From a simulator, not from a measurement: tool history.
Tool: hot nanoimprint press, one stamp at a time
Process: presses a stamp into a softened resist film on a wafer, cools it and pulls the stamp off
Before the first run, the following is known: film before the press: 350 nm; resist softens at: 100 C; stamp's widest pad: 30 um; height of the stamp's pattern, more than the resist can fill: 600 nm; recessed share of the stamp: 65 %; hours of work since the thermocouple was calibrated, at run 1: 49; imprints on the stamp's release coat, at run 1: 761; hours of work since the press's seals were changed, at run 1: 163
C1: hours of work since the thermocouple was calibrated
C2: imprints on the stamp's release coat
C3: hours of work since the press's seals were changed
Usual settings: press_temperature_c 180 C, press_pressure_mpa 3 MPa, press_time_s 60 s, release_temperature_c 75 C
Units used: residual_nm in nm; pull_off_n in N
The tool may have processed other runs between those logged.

Run 1, hour 0: usual settings; C1 49; C2 761; C3 163. Result: residual_nm 127 nm, pull_off_n 192 N.
Run 2, hour 20.4: usual settings; C1 59; C2 817; C3 173. Result: residual_nm 126 nm, pull_off_n 193 N.
Run 3, hour 34.6: usual settings; C1 66; C2 857; C3 181. Result: residual_nm 125.4 nm, pull_off_n 193 N.
Run 4, hour 57.6: usual settings but release_temperature_c 70 C; C1 78; C2 921; C3 192. Result: residual_nm 125.7 nm, pull_off_n 224 N.
Run 5, hour 75.8: usual settings but press_pressure_mpa 2.67 MPa; C1 88; C2 972; C3 202. Result: residual_nm 134.5 nm, pull_off_n 192 N.
Run 6, hour 93.2: usual settings but press_temperature_c 177 C; C1 96; C2 1020; C3 211. Result: residual_nm 138.7 nm, pull_off_n 195 N.
Run 7, hour 111.3: usual settings but press_temperature_c 177 C; C1 106; C2 1071; C3 220. Result: residual_nm 138.5 nm, pull_off_n 195 N.
Run 8, hour 134.6: usual settings; C1 118; C2 1136; C3 232. Result: residual_nm 124.7 nm, pull_off_n 190 N.
Run 9, hour 150.3: usual settings but press_time_s 99 s; C1 126; C2 1179; C3 240. Result: residual_nm 105.1 nm, pull_off_n 191 N.
Run 10, hour 160.8: usual settings but press_temperature_c 168 C; C1 131; C2 1209; C3 245. Result: residual_nm 188.9 nm, pull_off_n 202 N.
Run 11, hour 175.8: usual settings; C1 139; C2 1250; C3 253. Result: residual_nm 125.8 nm, pull_off_n 189 N.
Run 12, hour 199.3: usual settings; C1 151; C2 1316; C3 265. Result: residual_nm 126.7 nm, pull_off_n 198 N.
Run 13, hour 215: usual settings; C1 159; C2 1359; C3 273. Result: residual_nm 126.1 nm, pull_off_n 198 N.
Run 14, hour 226.2: usual settings; C1 164; C2 1390; C3 278. Result: residual_nm 125.5 nm, pull_off_n 200 N.
Run 15, hour 244: usual settings; C1 174; C2 1440; C3 288. Result: residual_nm 126.3 nm, pull_off_n 198 N.
Run 16, hour 262.5: usual settings but press_temperature_c 174 C, press_time_s 61 s, release_temperature_c 70 C; C1 183; C2 1492; C3 297. Result: residual_nm 153.5 nm, pull_off_n 228 N.
Run 17, hour 280.8: usual settings but press_temperature_c 174 C, press_time_s 61 s, release_temperature_c 70 C; C1 192; C2 1542; C3 306. Result: residual_nm 152.3 nm, pull_off_n 224 N.
Run 18, hour 294.9: usual settings but press_temperature_c 191 C, press_pressure_mpa 4.18 MPa, press_time_s 79 s, release_temperature_c 67 C; C1 200; C2 1582; C3 314. Result: residual_nm 65.8 nm, pull_off_n 249 N.
Run 19, hour 316.1: usual settings but press_temperature_c 168 C, press_pressure_mpa 3.63 MPa, press_time_s 76 s, release_temperature_c 67 C; C1 210; C2 1641; C3 324. Result: residual_nm 157.7 nm, pull_off_n 231 N.
Run 20, hour 330.7: usual settings but press_temperature_c 190 C, press_pressure_mpa 3.52 MPa, press_time_s 49 s, release_temperature_c 65 C; C1 218; C2 1681; C3 332. Result: residual_nm 89.8 nm, pull_off_n 245 N.
Run 21, hour 342.7: usual settings but press_time_s 48 s, release_temperature_c 78 C; C1 224; C2 1715; C3 338. Result: residual_nm 136.7 nm, pull_off_n 175 N.
Run 22, hour 355.4: usual settings but press_temperature_c 183 C, press_time_s 39 s, release_temperature_c 63 C; C1 230; C2 1750; C3 345. Result: residual_nm 133.3 nm, pull_off_n 251 N.
Run 23, hour 370.2: usual settings but press_temperature_c 174 C, press_time_s 39 s, release_temperature_c 63 C; C1 238; C2 1791; C3 352. Result: residual_nm 177.9 nm, pull_off_n 258 N.
Run 24, hour 392.5: usual settings but press_time_s 48 s, release_temperature_c 77 C; C1 249; C2 1853; C3 363. Result: residual_nm 135.5 nm, pull_off_n 187 N.
Run 25, hour 416.5: usual settings but press_time_s 48 s, release_temperature_c 77 C; C1 262; C2 1920; C3 376. Result: residual_nm 136.9 nm, pull_off_n 193 N.
Run 26, hour 428.9: usual settings but press_temperature_c 188 C, press_pressure_mpa 4.36 MPa, press_time_s 35 s, release_temperature_c 76 C; C1 268; C2 1955; C3 382. Result: residual_nm 96.6 nm, pull_off_n 186 N.
Run 27, hour 451.4: usual settings but press_pressure_mpa 2.55 MPa, release_temperature_c 60 C; C1 279; C2 2017; C3 394. Result: residual_nm 137.5 nm, pull_off_n 277 N.

Forecast each of these 3 alternatives for the next run:
Run A, hour 475.8: usual settings but press_temperature_c 191 C, press_time_s 99 s; C1 292; C2 2085; C3 406. Result: residual_nm ?, pull_off_n ?.
Run B, hour 475.8: usual settings but press_pressure_mpa 2.23 MPa; C1 292; C2 2085; C3 406. Result: residual_nm ?, pull_off_n ?.
Run C, hour 475.8: usual settings but press_pressure_mpa 3.17 MPa, release_temperature_c 60 C; C1 292; C2 2085; C3 406. Result: residual_nm ?, pull_off_n ?.

run  residual_nm  pull_off_n
  A         73.9         193
  B        149.2         193
  C        122.1         283
With no hidden state in the tool, these same runs would have given:
run  residual_nm  pull_off_n
  A         73.8         191
  B          149         191
  C        121.9         281

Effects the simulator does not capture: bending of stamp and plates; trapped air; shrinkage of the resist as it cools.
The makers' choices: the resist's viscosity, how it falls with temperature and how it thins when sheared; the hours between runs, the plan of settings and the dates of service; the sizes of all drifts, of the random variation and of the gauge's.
